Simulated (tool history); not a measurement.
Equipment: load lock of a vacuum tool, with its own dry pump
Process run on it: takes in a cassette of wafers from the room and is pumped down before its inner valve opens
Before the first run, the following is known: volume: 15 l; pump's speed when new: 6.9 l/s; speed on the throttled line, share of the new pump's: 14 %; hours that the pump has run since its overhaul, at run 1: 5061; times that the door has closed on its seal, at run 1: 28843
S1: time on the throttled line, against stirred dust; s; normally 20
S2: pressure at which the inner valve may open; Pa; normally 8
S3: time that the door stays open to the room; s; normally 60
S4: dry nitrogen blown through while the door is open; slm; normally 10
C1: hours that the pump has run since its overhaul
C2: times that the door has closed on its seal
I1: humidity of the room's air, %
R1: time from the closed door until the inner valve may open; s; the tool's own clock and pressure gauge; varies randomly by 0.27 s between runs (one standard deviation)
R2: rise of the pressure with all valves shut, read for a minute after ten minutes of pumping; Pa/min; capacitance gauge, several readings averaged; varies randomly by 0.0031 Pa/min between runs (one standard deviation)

run     day  S1  S2   S3  S4    C1     C2    I1    R1     R2
  1       0  20   8   60  10  5061  28843  44.6    38  0.072
  2   3.825  20   8   60  10  5153  29104  47.3    38  0.077
  3   7.433  20   8   60  14  5240  29351  40.6  38.3  0.056
  4  12.442  20   8   60  14  5360  29693  48.6  38.6  0.066
  5  16.325  20   8   60  14  5453  29958  45.1  38.1  0.058
  6  19.067  20   8   60  14  5519  30145    42  38.1   0.06
  7  23.846  20   9   60  14  5633  30471  46.7  38.3  0.067
  8  27.004  20   8   60  18  5709  30687  49.8  38.3  0.055
  9    29.6  20   8   60  18  5771  30864  48.4  37.9  0.062
 10    35.7  20   8   60  18  5918  31281  44.8    38  0.054
 11  38.704  20   8   60  10  5990  31486  44.4  38.6  0.067
 12  42.108  20   8   36  10  6072  31719    47    38  0.049
 13  45.204  20   8   36  10  6146  31930  45.3  38.4  0.049
 14  47.804  20   8   36   6  6208  32108  44.9  38.3  0.052
 15  51.621  20   8   36   6  6300  32368  46.7    38  0.054
 16  57.533  22   7  103  10  6442  32772  45.8  40.3  0.091
 17  61.654  22   9  130  35  6541  33054  47.4  39.4  0.068
 18  66.388  18   8  177  10  6654  33377  49.2  36.4  0.141
 19  69.267  16   8  177  10  6723  33574  46.6  34.9  0.131
 20  73.375  16   6  177  11  6822  33854  42.8  35.8  0.124
 21  75.942  16  14  177   6  6884  34030  42.3  33.6  0.135
 22  81.038  25   8   60  10  7006  34378  46.4  42.4  0.066
 23      85  38   8   60  28  7101  34648  46.2    54   0.05
 24  87.592  23  10   42  10  7163  34825  44.7  39.7  0.053
 25  92.108  23  11   42   8  7272  35134  46.3    40   0.06
 26  97.792  23  11   42   8  7408  35522  39.5    40  0.059

What does the tool deliver on the next run?
 27  102.321  24   8  60  29  7517  35831  46.5   ?   ?

Run 27 came out at R1 41.5 s, R2 0.046 Pa/min.
Had the tool carried no hidden state, the very same run would have given R1 41.5 s, R2 0.044 Pa/min.

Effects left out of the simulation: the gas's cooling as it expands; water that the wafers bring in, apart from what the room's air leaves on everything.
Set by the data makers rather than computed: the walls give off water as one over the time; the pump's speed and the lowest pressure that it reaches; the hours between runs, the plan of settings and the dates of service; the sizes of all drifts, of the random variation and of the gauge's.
